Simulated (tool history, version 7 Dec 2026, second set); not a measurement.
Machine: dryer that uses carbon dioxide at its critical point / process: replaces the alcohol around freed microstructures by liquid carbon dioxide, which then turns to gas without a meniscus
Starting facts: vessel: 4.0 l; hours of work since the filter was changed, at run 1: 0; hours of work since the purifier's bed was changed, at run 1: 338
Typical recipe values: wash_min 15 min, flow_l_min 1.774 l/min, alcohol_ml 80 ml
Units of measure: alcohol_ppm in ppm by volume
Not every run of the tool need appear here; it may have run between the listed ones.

run   hour  wash_min  flow_l_min  alcohol_ml  hours of work since the filter was changed  hours of work since the purifier's bed was changed  alcohol_ppm
  1      0        15       1.774          80                                           0                                                 338          203
  2   11.5        15        1.84          80                                           7                                                 345          193
  3   26.6        15        1.84          80                                          16                                                 354          205
  4   39.5        15       1.774          83                                          23                                                 361          216
  5   48.6        15       1.774          83                                          29                                                 367          218
  6   57.7        15       1.774          83                                          34                                                 372          236
  7   69.4        15        1.47          80                                          41                                                 379          359
  8   80.9        15       1.774          80                                          48                                                 386          242
  9   88.5        15       1.774          80                                          52                                                 390          218
 10   97.3        15       1.774          80                                          57                                                 395          236
 11  106.1        23       1.774          80                                          62                                                 401          151
 12  123.3        23       1.774          80                                          73                                                 411          151
 13  134.7        23       1.774          80                                          79                                                 417          168
 14  149.3        23       1.774          80                                          88                                                 426          163
 15  164.9        23       1.774          80                                          97                                                 435          171
 16  179.1        22       1.774          80                                         105                                                 444          160
 17  195.1        15       1.774          80                                         115                                                 453          268
 18  202.6        15       1.774          80                                         119                                                 457          266
 19  214.5        15       1.774          80                                         126                                                 464          271
 20  228.7        15       1.774          80                                         135                                                 473          280
 21  241.1        15        2.56          80                                         142                                                 480          183
 22  252.5        17       1.774          80                                         149                                                 487          237
 23  264.4        17       1.774          80                                         156                                                 494          237
 24  272.4        10        1.67          27                                         160                                                 499          428
 25  287.7        10        1.22          49                                         169                                                 508         1263
 26  298.8        15        2.97          80                                         176                                                 514          194
 27    315        14        1.93          90                                         185                                                 524          326
     320.3  -- purifier's bed changed
 28  329.2         9        2.79          88                                         192                                                   5          204
 29  340.8         9        2.79          88                                         199                                                  12          208
 30  355.8         9        2.79          88                                         208                                                  21          224
 31  365.7        17         1.4          21                                         213                                                  27           65
 32  381.3        10        1.75          75                                         223                                                  36          666
 33  398.5        17        1.75          81                                         233                                                  46           96
 34  405.8        23        1.35          91                                         237                                                  50           78
 35  417.8        23        2.14          28                                         244                                                  57           27
 36  425.8        21       1.774          41                                         249                                                  62           29
 37  441.5        16        2.65          53                                         258                                                  71           38
 38  455.3        16        2.65          53                                         266                                                  79           39
 39  468.4        22        1.45          32                                         274                                                  87           56
 40  478.5        20        1.55          44                                         280                                                  93           81
 41    493        20        1.55          95                                         288                                                 102          118
 42  503.1        20        1.55          95                                         294                                                 108          117
 43  519.5        13        2.11          29                                         304                                                 117           95
 44  527.2        11         1.1          95                                         309                                                 122         2385
 45  536.8        23        1.26          80                                         314                                                 127          134
 46  551.3        12        1.27          45                                         323                                                 136          688

Hidden state at the last listed run before each entry between runs and at the first one after, where it differs:
Between runs 27 and 28: purifier's bed changed (hour 320.3)
  flow that reaches the vessel past the clogged filter, %: 93 -> 92.8; alcohol in the recycled carbon dioxide, ppm: 190.6 -> 7.3
  measured value less the no-hidden-state value, alcohol_ppm: +230 -> +64 ppm by volume
